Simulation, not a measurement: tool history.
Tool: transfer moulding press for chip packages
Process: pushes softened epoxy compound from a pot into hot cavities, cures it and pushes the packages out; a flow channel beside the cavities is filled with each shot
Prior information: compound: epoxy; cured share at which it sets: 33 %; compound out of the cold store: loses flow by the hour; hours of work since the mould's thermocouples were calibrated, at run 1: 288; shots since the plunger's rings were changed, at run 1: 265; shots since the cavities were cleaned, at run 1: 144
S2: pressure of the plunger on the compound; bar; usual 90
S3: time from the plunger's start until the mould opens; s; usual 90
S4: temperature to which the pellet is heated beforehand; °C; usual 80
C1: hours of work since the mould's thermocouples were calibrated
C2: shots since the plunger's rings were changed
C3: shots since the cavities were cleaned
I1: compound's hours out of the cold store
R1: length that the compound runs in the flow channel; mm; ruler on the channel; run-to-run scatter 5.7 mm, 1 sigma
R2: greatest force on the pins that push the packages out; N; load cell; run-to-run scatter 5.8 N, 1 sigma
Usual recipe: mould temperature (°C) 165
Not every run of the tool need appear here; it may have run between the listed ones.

Run 1, day 0: usual settings; C1 288; C2 265; C3 144; I1 20.7. Result: R1 857 mm, R2 242 N.
At day 2.208: cavities cleaned with cleaning compound and waxed.
Run 2, day 2.983: usual settings; C1 316; C2 764; C3 132; I1 32.9. Result: R1 793 mm, R2 235 N.
At day 5.138: cavities cleaned with cleaning compound and waxed.
Run 3, day 6.1: usual settings; C1 345; C2 1286; C3 165; I1 19. Result: R1 868 mm, R2 237 N.
At day 8.083: cavities cleaned with cleaning compound and waxed.
Run 4, day 9.379: usual settings but S4 82 °C; C1 376; C2 1836; C3 221; I1 11.7. Result: R1 910 mm, R2 235 N.
At day 11.067: cavities cleaned with cleaning compound and waxed.
Run 5, day 12.271: usual settings; C1 403; C2 2319; C3 205; I1 46.5. Result: R1 730 mm, R2 211 N.
At day 14.208: cavities cleaned with cleaning compound and waxed.
Run 6, day 15.517: usual settings but S2 79.1 bar; C1 434; C2 2863; C3 223; I1 47.1. Result: R1 677 mm, R2 225 N.
At day 17.125: cavities cleaned with cleaning compound and waxed.
Run 7, day 18.529: usual settings but S3 95 s; C1 462; C2 3368; C3 240; I1 23.1. Result: R1 840 mm, R2 230 N.
At day 20.338: cavities cleaned with cleaning compound and waxed.
Run 8, day 22.538: usual settings but S3 95 s; C1 500; C2 4043; C3 377; I1 27.9. Result: R1 815 mm, R2 221 N.
At day 23.529: cavities cleaned with cleaning compound and waxed.
Run 9, day 25.008: usual settings but S3 95 s; C1 524; C2 4454; C3 252; I1 22.8. Result: R1 853 mm, R2 227 N.
At day 26.446: cavities cleaned with cleaning compound and waxed.
Run 10, day 28.417: usual settings but S3 95 s; C1 556; C2 5026; C3 336; I1 30.2. Result: R1 802 mm, R2 226 N.
At day 29.496: cavities cleaned with cleaning compound and waxed.
Run 11, day 30.421: usual settings but mould temperature (°C) 159, S3 95 s; C1 574; C2 5358; C3 158; I1 16.1. Result: R1 908 mm, R2 313 N.
At day 32.658: cavities cleaned with cleaning compound and waxed.
At day 33.083: plunger's sealing rings changed.
Run 12, day 33.454: usual settings but mould temperature (°C) 171, S2 83.6 bar, S3 82 s, S4 71 °C; C1 602; C2 64; C3 118; I1 40.1. Result: R1 711 mm, R2 228 N.
At day 35.954: cavities cleaned with cleaning compound and waxed.
Run 13, day 36.421: usual settings but mould temperature (°C) 171, S2 83.6 bar, S3 82 s, S4 71 °C; C1 630; C2 561; C3 80; I1 22.2. Result: R1 793 mm, R2 220 N.
Run 14, day 38.308: usual settings but mould temperature (°C) 158, S2 81.9 bar, S3 102 s, S4 77 °C; C1 648; C2 883; C3 402; I1 19.1. Result: R1 856 mm, R2 285 N.
At day 38.988: cavities cleaned with cleaning compound and waxed.
Run 15, day 41.321: usual settings but mould temperature (°C) 158, S2 81.9 bar, S3 102 s, S4 77 °C; C1 677; C2 1388; C3 400; I1 36.9. Result: R1 756 mm, R2 271 N.
At day 42.096: mould's thermocouples calibrated.
At day 42.158: cavities cleaned with cleaning compound and waxed.
Run 16, day 44.788: usual settings but mould temperature (°C) 158, S2 81.9 bar, S3 102 s, S4 77 °C; C1 25; C2 1955; C3 449; I1 19.9. Result: R1 849 mm, R2 298 N.
At day 45.196: cavities cleaned with cleaning compound and waxed.
Run 17, day 47.817: usual settings but mould temperature (°C) 158, S2 81.9 bar, S3 102 s, S4 77 °C; C1 54; C2 2462; C3 448; I1 9.8. Result: R1 914 mm, R2 308 N.
At day 48.229: cavities cleaned with cleaning compound and waxed.
Run 18, day 50.233: usual settings but mould temperature (°C) 158, S2 90.2 bar, S3 71 s, S4 77 °C; C1 77; C2 2865; C3 343; I1 38.5. Result: R1 793 mm, R2 532 N.
At day 51.333: cavities cleaned with cleaning compound and waxed.
Run 19, day 53.267: usual settings but mould temperature (°C) 158, S2 90.2 bar, S3 71 s, S4 77 °C; C1 105; C2 3373; C3 331; I1 23.9. Result: R1 876 mm, R2 566 N.

What if the next run were any one of these 3? Each begins from the tool's condition after run 19:
At day 54.421: cavities cleaned with cleaning compound and waxed.
Run A, day 54.95: usual settings but S2 88.1 bar, S4 74 °C; C1 121; C2 3650; C3 91; I1 46.1. Result: R1 ?, R2 ?.
At day 54.421: cavities cleaned with cleaning compound and waxed.
Run B, day 54.95: usual settings but S2 105.6 bar, S3 71 s, S4 85 °C; C1 121; C2 3650; C3 91; I1 11.6. Result: R1 ?, R2 ?.
At day 54.421: cavities cleaned with cleaning compound and waxed.
Run C, day 54.95: usual settings but mould temperature (°C) 160, S3 80 s; C1 121; C2 3650; C3 91; I1 19.7. Result: R1 ?, R2 ?.

run   R1   R2
  A  720  223
  B  981  337
  C  887  383
Stripped of hidden state, with their random variation kept, the same runs would have yielded:
run   R1   R2
  A  721  222
  B  983  336
  C  889  382
